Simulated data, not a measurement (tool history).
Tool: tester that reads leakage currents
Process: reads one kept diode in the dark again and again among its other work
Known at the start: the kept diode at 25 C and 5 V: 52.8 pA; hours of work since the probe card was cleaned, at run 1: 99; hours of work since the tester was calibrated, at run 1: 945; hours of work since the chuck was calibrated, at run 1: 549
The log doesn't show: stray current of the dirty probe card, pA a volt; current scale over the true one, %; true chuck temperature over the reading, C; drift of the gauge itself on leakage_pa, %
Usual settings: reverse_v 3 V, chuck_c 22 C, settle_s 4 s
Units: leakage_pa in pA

run	hour	reverse_v	chuck_c	settle_s	hours of work since the probe card was cleaned	hours of work since the tester was calibrated	hours of work since the chuck was calibrated	leakage_pa
1	0	3	22	4	99	945	549	32.28
2	145.8	3	22	4	159	1005	609	32.12
3	355.7	3	22	4	246	1091	695	32.17
4	509.8	3	22	4	309	1154	758	32.04
5	757	8.07	22	4	411	1256	860	53.18
6	877.3	15.45	22	4	460	1305	909	73.45
7	1069.1	15.45	22	0.77	539	1384	988	74.33
8	1201.3	12.5	46	3	593	1439	1042	401.89

Forecast run 9:
9	1454.2	12.5	46	3	697	1543	1146	?

Run 9 gave leakage_pa 398.8 pA.
Without the tool's hidden state the same run would have given leakage_pa 398.63 pA.
